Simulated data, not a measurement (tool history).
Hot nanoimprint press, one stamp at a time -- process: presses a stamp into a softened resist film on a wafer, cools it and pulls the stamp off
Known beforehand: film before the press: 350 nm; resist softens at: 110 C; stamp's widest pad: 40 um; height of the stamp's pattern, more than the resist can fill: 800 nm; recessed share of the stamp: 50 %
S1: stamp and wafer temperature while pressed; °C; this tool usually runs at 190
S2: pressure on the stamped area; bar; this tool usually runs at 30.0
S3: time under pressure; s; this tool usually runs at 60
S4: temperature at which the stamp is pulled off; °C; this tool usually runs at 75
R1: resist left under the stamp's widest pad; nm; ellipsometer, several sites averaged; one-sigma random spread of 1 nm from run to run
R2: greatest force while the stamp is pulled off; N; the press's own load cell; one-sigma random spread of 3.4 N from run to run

run   hour   S1    S2   S3  S4     R1   R2
  1    0.0  190  30.0   60  75  190.1  167
  2   19.4  190  30.0   72  75  182.4  170
  3   39.5  190  30.0   72  75  179.4  166
  4   58.5  190  30.0  103  75  159.2  169
  5   73.8  190  30.0  103  75  160.6  163
  6   93.5  182  30.0   60  75  225.1  172
  7  118.1  182  30.0   60  75  227.0  168
  8  137.3  197  30.0   60  75  164.6  170
     164.7  -- stamp cleaned and given a new release coat
  9  174.6  190  30.0   60  78  189.9  155
     184.7  -- plate thermocouple calibrated
 10  198.8  190  22.1  109  61  180.2  232
 11  224.3  178  30.0   91  75  219.4  164
 12  256.6  178  30.0   91  75  219.9  161
 13  278.7  178  30.0   91  75  218.8  163
 14  292.3  192  34.1   60  82  173.7  128
 15  311.3  184  28.1   45  72  239.1  184
 16  335.0  193  30.0   60  83  179.4  125

What does the tool deliver on the next run?
 17  362.0  181  30.0  40  62   ?   ?

R1: 252.5 nm
R2: 229 N
Had the tool carried no hidden state, the very same run would have given R1 252.4 nm, R2 228 N.
